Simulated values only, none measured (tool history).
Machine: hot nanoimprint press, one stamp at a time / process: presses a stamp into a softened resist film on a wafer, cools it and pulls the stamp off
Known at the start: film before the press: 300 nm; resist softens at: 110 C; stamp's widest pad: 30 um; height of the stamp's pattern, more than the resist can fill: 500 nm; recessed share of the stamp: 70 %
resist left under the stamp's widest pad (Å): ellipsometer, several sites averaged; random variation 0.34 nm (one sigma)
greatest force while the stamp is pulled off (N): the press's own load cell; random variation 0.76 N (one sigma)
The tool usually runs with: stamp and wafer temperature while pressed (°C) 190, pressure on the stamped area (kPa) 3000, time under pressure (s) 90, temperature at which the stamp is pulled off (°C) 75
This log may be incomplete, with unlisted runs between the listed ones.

| run | hour | stamp and wafer temperature while pressed (°C) | pressure on the stamped area (kPa) | time under pressure (s) | temperature at which the stamp is pulled off (°C) | resist left under the stamp's widest pad (Å) | greatest force while the stamp is pulled off (N) |
|---|---|---|---|---|---|---|---|
| 1 | 0.0 | 190 | 3000 | 90 | 75 | 1586 | 179.1 |
| 2 | 9.6 | 190 | 3000 | 90 | 75 | 1593 | 181.0 |
| 3 | 17.7 | 190 | 3000 | 90 | 75 | 1587 | 180.5 |
| 4 | 26.5 | 190 | 3000 | 90 | 79 | 1588 | 172.0 |
| 5 | 36.1 | 181 | 3000 | 90 | 79 | 2150 | 172.3 |
| 6 | 40.2 | 181 | 3000 | 90 | 79 | 2152 | 173.5 |
| 7 | 49.8 | 181 | 3000 | 90 | 79 | 2148 | 174.6 |
| 8 | 56.2 | 181 | 3000 | 90 | 79 | 2157 | 175.4 |
| 9 | 61.0 | 181 | 3000 | 90 | 79 | 2141 | 174.7 |
| 10 | 66.6 | 191 | 3000 | 90 | 79 | 1536 | 175.6 |
| 11 | 74.2 | 190 | 3000 | 90 | 76 | 1589 | 184.8 |
| 12 | 80.1 | 190 | 1860 | 90 | 75 | 1868 | 185.5 |
| 13 | 89.3 | 190 | 1860 | 90 | 75 | 1869 | 187.5 |
| 14 | 95.0 | 190 | 1860 | 90 | 75 | 1867 | 186.9 |
| 15 | 99.5 | 190 | 3000 | 90 | 63 | 1589 | 218.7 |
| 16 | 107.1 | 190 | 4580 | 90 | 77 | 1360 | 183.1 |
| 17 | 111.4 | 181 | 2920 | 170 | 70 | 1820 | 201.3 |
| 18 | 120.9 | 190 | 3000 | 54 | 76 | 1897 | 187.9 |
| 19 | 133.8 | 190 | 3000 | 107 | 75 | 1505 | 178.0 |
| 20 | 141.0 | 190 | 3000 | 90 | 78 | 1568 | 170.3 |
| 21 | 150.3 | 190 | 3680 | 52 | 75 | 1767 | 178.0 |
| 22 | 156.3 | 190 | 3680 | 52 | 75 | 1764 | 177.7 |
| 23 | 165.7 | 190 | 3180 | 52 | 75 | 1851 | 178.5 |
| 24 | 174.2 | 190 | 3180 | 52 | 75 | 1860 | 180.7 |
| 25 | 181.4 | 190 | 3000 | 67 | 75 | 1741 | 180.7 |
| 26 | 186.9 | 197 | 3000 | 67 | 75 | 1355 | 181.2 |
| 27 | 193.2 | 190 | 3000 | 101 | 73 | 1503 | 187.4 |
| 28 | 200.5 | 190 | 3000 | 101 | 73 | 1510 | 187.5 |
| 29 | 205.9 | 190 | 3410 | 101 | 71 | 1435 | 192.8 |

Put back what was entered between runs (3 entries, withheld): which listed runs does each sit between, and how does the hidden state differ from the listed run before to the listed run after?
Runs 17 to 18: plate thermocouple calibrated (hour 115.2)
  true temperature over the reading, C: -0.56 -> -0.67; pressure that arrives at the usual setting, %: 99.15 -> 99.14; grip of the stamp's worn release coat, % over a new coat's: 6.8 -> 7.1
  measured less the result without the state, resist left under the stamp's widest pad (Å): +43 -> +45; greatest force while the stamp is pulled off (N): +14.1 -> +14.1
Runs 18 to 19: stamp cleaned and given a new release coat (hour 128.0)
  true temperature over the reading, C: -0.67 -> -0.68; pressure that arrives at the usual setting, %: 99.14 -> 99.13; grip of the stamp's worn release coat, % over a new coat's: 7.1 -> 0.3
  measured less the result without the state, resist left under the stamp's widest pad (Å): +45 -> +44; greatest force while the stamp is pulled off (N): +14.1 -> +2.0
Runs 19 to 20: plate thermocouple calibrated, once more (hour 138.4)
  true temperature over the reading, C: -0.68 -> -0.11; pressure that arrives at the usual setting, %: 99.13 -> 99.12; grip of the stamp's worn release coat, % over a new coat's: 0.3 -> 0.5
  measured less the result without the state, resist left under the stamp's widest pad (Å): +44 -> +11; greatest force while the stamp is pulled off (N): +2.0 -> +1.1

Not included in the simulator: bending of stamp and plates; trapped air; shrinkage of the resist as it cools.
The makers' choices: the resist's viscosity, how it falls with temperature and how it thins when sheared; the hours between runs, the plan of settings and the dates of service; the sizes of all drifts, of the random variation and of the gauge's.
